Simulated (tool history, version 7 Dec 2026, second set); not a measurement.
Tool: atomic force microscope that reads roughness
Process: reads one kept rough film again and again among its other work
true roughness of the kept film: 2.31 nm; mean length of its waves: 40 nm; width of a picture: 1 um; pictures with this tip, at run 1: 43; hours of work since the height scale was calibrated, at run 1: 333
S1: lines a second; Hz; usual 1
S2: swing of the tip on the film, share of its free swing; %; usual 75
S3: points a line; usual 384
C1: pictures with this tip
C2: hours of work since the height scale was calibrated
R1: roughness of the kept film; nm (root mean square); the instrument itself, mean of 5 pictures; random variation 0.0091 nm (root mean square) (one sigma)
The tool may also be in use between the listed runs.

{"run": 1, "day": 0.0, "S1": 1, "S2": 75, "S3": 384, "C1": 43, "C2": 333, "R1": 1.897}
{"day": 0.492, "done": "new tip fitted"}
{"run": 2, "day": 0.546, "S1": 1, "S2": 75, "S3": 384, "C1": 2, "C2": 341, "R1": 2.027}
{"run": 3, "day": 1.175, "S1": 1.72, "S2": 75, "S3": 384, "C1": 29, "C2": 351, "R1": 1.834}
{"run": 4, "day": 1.658, "S1": 1, "S2": 75, "S3": 384, "C1": 50, "C2": 359, "R1": 1.885}
{"day": 1.954, "done": "new tip fitted"}
{"run": 5, "day": 2.346, "S1": 1, "S2": 75, "S3": 384, "C1": 17, "C2": 370, "R1": 1.989}
{"run": 6, "day": 3.05, "S1": 1, "S2": 75, "S3": 384, "C1": 47, "C2": 381, "R1": 1.89}
{"day": 3.379, "done": "new tip fitted"}
{"run": 7, "day": 3.608, "S1": 1, "S2": 75, "S3": 384, "C1": 10, "C2": 390, "R1": 1.991}
{"run": 8, "day": 4.354, "S1": 1, "S2": 75, "S3": 384, "C1": 42, "C2": 402, "R1": 1.916}
{"day": 4.796, "done": "new tip fitted"}
{"run": 9, "day": 5.25, "S1": 1, "S2": 75, "S3": 384, "C1": 20, "C2": 416, "R1": 1.959}
{"run": 10, "day": 5.829, "S1": 1, "S2": 75, "S3": 384, "C1": 45, "C2": 425, "R1": 1.895}
{"day": 6.267, "done": "new tip fitted"}
{"run": 11, "day": 6.342, "S1": 1, "S2": 75, "S3": 384, "C1": 3, "C2": 433, "R1": 2.027}
{"run": 12, "day": 6.783, "S1": 1, "S2": 75, "S3": 260, "C1": 22, "C2": 440, "R1": 1.943}
{"run": 13, "day": 7.488, "S1": 1, "S2": 75, "S3": 260, "C1": 53, "C2": 452, "R1": 1.849}
{"day": 7.733, "done": "new tip fitted"}
{"run": 14, "day": 8.0, "S1": 1, "S2": 57, "S3": 384, "C1": 12, "C2": 460, "R1": 2.115}
{"run": 15, "day": 8.908, "S1": 1, "S2": 57, "S3": 384, "C1": 51, "C2": 474, "R1": 1.978}
{"day": 9.162, "done": "new tip fitted"}
{"run": 16, "day": 9.538, "S1": 1.05, "S2": 75, "S3": 384, "C1": 17, "C2": 484, "R1": 1.975}
{"run": 17, "day": 10.029, "S1": 1, "S2": 75, "S3": 302, "C1": 38, "C2": 492, "R1": 1.909}
{"day": 10.596, "done": "new tip fitted"}
{"run": 18, "day": 10.746, "S1": 1, "S2": 81, "S3": 384, "C1": 6, "C2": 503, "R1": 1.963}
{"run": 19, "day": 11.188, "S1": 1, "S2": 81, "S3": 384, "C1": 26, "C2": 510, "R1": 1.889}
{"run": 20, "day": 11.95, "S1": 1, "S2": 75, "S3": 384, "C1": 59, "C2": 523, "R1": 1.843}
{"day": 12.008, "done": "new tip fitted"}
{"run": 21, "day": 12.825, "S1": 1, "S2": 75, "S3": 384, "C1": 35, "C2": 536, "R1": 1.919}
{"day": 13.475, "done": "new tip fitted"}
{"run": 22, "day": 13.538, "S1": 1, "S2": 75, "S3": 384, "C1": 3, "C2": 548, "R1": 1.997}
{"run": 23, "day": 14.183, "S1": 2.39, "S2": 68, "S3": 911, "C1": 31, "C2": 558, "R1": 1.835}
{"run": 24, "day": 14.746, "S1": 2.39, "S2": 68, "S3": 911, "C1": 55, "C2": 567, "R1": 1.783}
{"day": 14.925, "done": "new tip fitted"}
{"run": 25, "day": 15.412, "S1": 1, "S2": 59, "S3": 683, "C1": 21, "C2": 577, "R1": 2.077}
{"run": 26, "day": 16.05, "S1": 1, "S2": 59, "S3": 683, "C1": 49, "C2": 588, "R1": 1.975}
{"day": 16.417, "done": "new tip fitted"}
{"run": 27, "day": 16.658, "S1": 1, "S2": 59, "S3": 683, "C1": 11, "C2": 597, "R1": 2.075}
{"run": 28, "day": 17.517, "S1": 1, "S2": 59, "S3": 683, "C1": 48, "C2": 611, "R1": 1.958}
{"day": 17.862, "done": "new tip fitted"}
{"run": 29, "day": 18.392, "S1": 1, "S2": 59, "S3": 683, "C1": 23, "C2": 625, "R1": 2.047}
{"run": 30, "day": 18.954, "S1": 1, "S2": 61, "S3": 384, "C1": 48, "C2": 634, "R1": 1.97}
{"day": 19.346, "done": "new tip fitted"}
{"run": 31, "day": 19.383, "S1": 3.16, "S2": 75, "S3": 384, "C1": 2, "C2": 640, "R1": 1.73}
{"run": 32, "day": 20.225, "S1": 0.82, "S2": 67, "S3": 474, "C1": 38, "C2": 654, "R1": 1.974}
{"day": 20.767, "done": "new tip fitted"}
{"run": 33, "day": 20.975, "S1": 1.19, "S2": 75, "S3": 373, "C1": 9, "C2": 666, "R1": 1.964}
{"run": 34, "day": 21.817, "S1": 0.5, "S2": 69, "S3": 455, "C1": 46, "C2": 679, "R1": 1.999}
{"day": 22.192, "done": "new tip fitted"}
{"run": 35, "day": 22.733, "S1": 1.7, "S2": 69, "S3": 820, "C1": 24, "C2": 694, "R1": 1.917}
{"run": 36, "day": 23.279, "S1": 1, "S2": 73, "S3": 384, "C1": 48, "C2": 703, "R1": 1.886}
{"day": 23.65, "done": "new tip fitted"}
{"run": 37, "day": 23.779, "S1": 2.39, "S2": 73, "S3": 319, "C1": 6, "C2": 710, "R1": 1.834}
{"run": 38, "day": 24.333, "S1": 2.05, "S2": 69, "S3": 716, "C1": 30, "C2": 719, "R1": 1.868}
{"day": 25.062, "done": "new tip fitted"}
{"run": 39, "day": 25.138, "S1": 1.52, "S2": 88, "S3": 728, "C1": 3, "C2": 732, "R1": 1.76}
{"run": 40, "day": 25.638, "S1": 1.37, "S2": 87, "S3": 384, "C1": 25, "C2": 740, "R1": 1.724}
{"run": 41, "day": 26.379, "S1": 1.37, "S2": 87, "S3": 384, "C1": 57, "C2": 752, "R1": 1.649}
{"day": 26.517, "done": "new tip fitted"}
{"run": 42, "day": 27.071, "S1": 2.95, "S2": 89, "S3": 269, "C1": 24, "C2": 763, "R1": 1.402}

Hidden state at the last listed run before each entry between runs and at the first one after, where it differs:
Between runs 1 and 2: new tip fitted (day 0.492)
  radius of the tip, nm: 19.6 -> 5.5; height scale over the true one, %: -0.54 -> -0.55
  measured less the result without the state, R1: -0.163 -> -0.017 nm (root mean square)
Between runs 4 and 5: new tip fitted (day 1.954)
  radius of the tip, nm: 19.9 -> 10.2; height scale over the true one, %: -0.58 -> -0.6
  measured less the result without the state, R1: -0.167 -> -0.069 nm (root mean square)
Between runs 6 and 7: new tip fitted (day 3.379)
  radius of the tip, nm: 19.8 -> 9; height scale over the true one, %: -0.62 -> -0.63
  measured less the result without the state, R1: -0.168 -> -0.057 nm (root mean square)
Between runs 8 and 9: new tip fitted (day 4.796)
  radius of the tip, nm: 18.6 -> 11.5; height scale over the true one, %: -0.65 -> -0.68
  measured less the result without the state, R1: -0.158 -> -0.083 nm (root mean square)
Between runs 10 and 11: new tip fitted (day 6.267)
  radius of the tip, nm: 19.4 -> 6.5; height scale over the true one, %: -0.69 -> -0.71
  measured less the result without the state, R1: -0.164 -> -0.031 nm (root mean square)
Between runs 13 and 14: new tip fitted (day 7.733)
  radius of the tip, nm: 21.8 -> 8.8; height scale over the true one, %: -0.74 -> -0.75
  measured less the result without the state, R1: -0.187 -> -0.061 nm (root mean square)
Between runs 15 and 16: new tip fitted (day 9.162)
  radius of the tip, nm: 21.4 -> 10.5; height scale over the true one, %: -0.78 -> -0.79
  measured less the result without the state, R1: -0.197 -> -0.077 nm (root mean square)
Between runs 17 and 18: new tip fitted (day 10.596)
  radius of the tip, nm: 17 -> 7.2; height scale over the true one, %: -0.81 -> -0.82
  measured less the result without the state, R1: -0.143 -> -0.04 nm (root mean square)
Between runs 20 and 21: new tip fitted (day 12.008)
  radius of the tip, nm: 23.2 -> 16.8; height scale over the true one, %: -0.86 -> -0.88
  measured less the result without the state, R1: -0.203 -> -0.144 nm (root mean square)
Between runs 21 and 22: new tip fitted (day 13.475)
  radius of the tip, nm: 16.8 -> 7.1; height scale over the true one, %: -0.88 -> -0.9
  measured less the result without the state, R1: -0.144 -> -0.042 nm (root mean square)
Between runs 24 and 25: new tip fitted (day 14.925)
  radius of the tip, nm: 22.8 -> 12.1; height scale over the true one, %: -0.93 -> -0.95
  measured less the result without the state, R1: -0.194 -> -0.101 nm (root mean square)
Between runs 26 and 27: new tip fitted (day 16.417)
  radius of the tip, nm: 21.2 -> 8.8; height scale over the true one, %: -0.97 -> -0.98
  measured less the result without the state, R1: -0.197 -> -0.065 nm (root mean square)
Between runs 28 and 29: new tip fitted (day 17.862)
  radius of the tip, nm: 21.1 -> 12.5; height scale over the true one, %: -1 -> -1.03
  measured less the result without the state, R1: -0.197 -> -0.108 nm (root mean square)
Between runs 30 and 31: new tip fitted (day 19.346)
  radius of the tip, nm: 19.8 -> 5.9; height scale over the true one, %: -1.04 -> -1.05
  measured less the result without the state, R1: -0.184 -> -0.027 nm (root mean square)
Between runs 32 and 33: new tip fitted (day 20.767)
  radius of the tip, nm: 17.5 -> 8.2; height scale over the true one, %: -1.08 -> -1.1
  measured less the result without the state, R1: -0.16 -> -0.057 nm (root mean square)
Between runs 34 and 35: new tip fitted (day 22.192)
  radius of the tip, nm: 20.5 -> 12.9; height scale over the true one, %: -1.12 -> -1.15
  measured less the result without the state, R1: -0.196 -> -0.106 nm (root mean square)
Between runs 36 and 37: new tip fitted (day 23.65)
  radius of the tip, nm: 21 -> 6.5; height scale over the true one, %: -1.16 -> -1.17
  measured less the result without the state, R1: -0.192 -> -0.037 nm (root mean square)
Between runs 38 and 39: new tip fitted (day 25.062)
  radius of the tip, nm: 13.5 -> 6; height scale over the true one, %: -1.19 -> -1.21
  measured less the result without the state, R1: -0.111 -> -0.031 nm (root mean square)
Between runs 41 and 42: new tip fitted (day 26.517)
  radius of the tip, nm: 22.8 -> 12; height scale over the true one, %: -1.24 -> -1.26
  measured less the result without the state, R1: -0.186 -> -0.073 nm (root mean square)
